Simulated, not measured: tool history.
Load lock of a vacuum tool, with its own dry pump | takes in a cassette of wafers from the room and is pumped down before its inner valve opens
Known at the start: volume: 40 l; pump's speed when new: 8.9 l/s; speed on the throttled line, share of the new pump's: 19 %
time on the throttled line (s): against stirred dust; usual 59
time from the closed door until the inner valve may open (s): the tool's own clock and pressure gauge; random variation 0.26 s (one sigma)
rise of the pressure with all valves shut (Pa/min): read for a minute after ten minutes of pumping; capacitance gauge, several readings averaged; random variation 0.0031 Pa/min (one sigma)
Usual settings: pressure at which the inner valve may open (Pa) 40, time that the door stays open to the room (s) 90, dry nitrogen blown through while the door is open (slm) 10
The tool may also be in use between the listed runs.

run,hour,time on the throttled line (s),pressure at which the inner valve may open (Pa),time that the door stays open to the room (s),dry nitrogen blown through while the door is open (slm),"incoming humidity of the room's air, %",time from the closed door until the inner valve may open (s),rise of the pressure with all valves shut (Pa/min)
1,0,59,40,90,10,42.9,83.7,0.069
2,50.8,59,40,90,10,43.9,83.8,0.078
3,123,59,40,90,10,46,83.8,0.079
4,171.8,59,40,200,10,44.8,83.8,0.114
5,224,59,40,200,10,45.2,84.2,0.123
6,292.9,59,40,200,10,42.5,84.1,0.122
7,377.9,59,40,200,10,44.5,84.2,0.117
8,457.5,59,40,200,10,46.7,83.9,0.132
9,508.6,59,40,200,10,45.2,84.3,0.128
10,582.9,58,40,200,10,48.1,83.6,0.139
11,672.1,53,40,90,10,45.8,78.9,0.091
12,753.9,53,40,90,10,43.6,79.1,0.093
13,820.6,93,38,90,10,44.6,111.9,0.098
14,878.2,59,40,34,7,45.3,84.3,0.073
15,960.9,59,40,34,7,50.2,84,0.082
16,1012.1,59,40,34,7,43,84.2,0.075
17,1077.7,99,43,90,31,41.1,115.7,0.087
18,1137.1,32,43,90,31,43.6,61.9,0.088
19,1199.7,116,40,46,7,42.5,130.4,0.089
20,1241.1,59,54,57,10,43.3,82.8,0.099
21,1313.5,59,54,57,10,51.4,82.5,0.103
22,1362,114,40,90,11,42,128.4,0.108

Forecast each of these 5 alternatives for the next run:
A,1432,59,40,38,10,46.8,?,?
B,1432,114,40,90,10,45.6,?,?
C,1432,59,40,90,6,45,?,?
D,1432,46,40,90,36,44.6,?,?
E,1432,42,40,58,10,46.6,?,?

run,time from the closed door until the inner valve may open (s),rise of the pressure with all valves shut (Pa/min)
A,84.2,0.091
B,129,0.117
C,83.8,0.123
D,73.7,0.09
E,70.7,0.106
Without the tool's hidden state the same runs would have given:
run,time from the closed door until the inner valve may open (s),rise of the pressure with all valves shut (Pa/min)
A,83.5,0.045
B,128.6,0.07
C,83.1,0.076
D,72.9,0.044
E,69.9,0.059

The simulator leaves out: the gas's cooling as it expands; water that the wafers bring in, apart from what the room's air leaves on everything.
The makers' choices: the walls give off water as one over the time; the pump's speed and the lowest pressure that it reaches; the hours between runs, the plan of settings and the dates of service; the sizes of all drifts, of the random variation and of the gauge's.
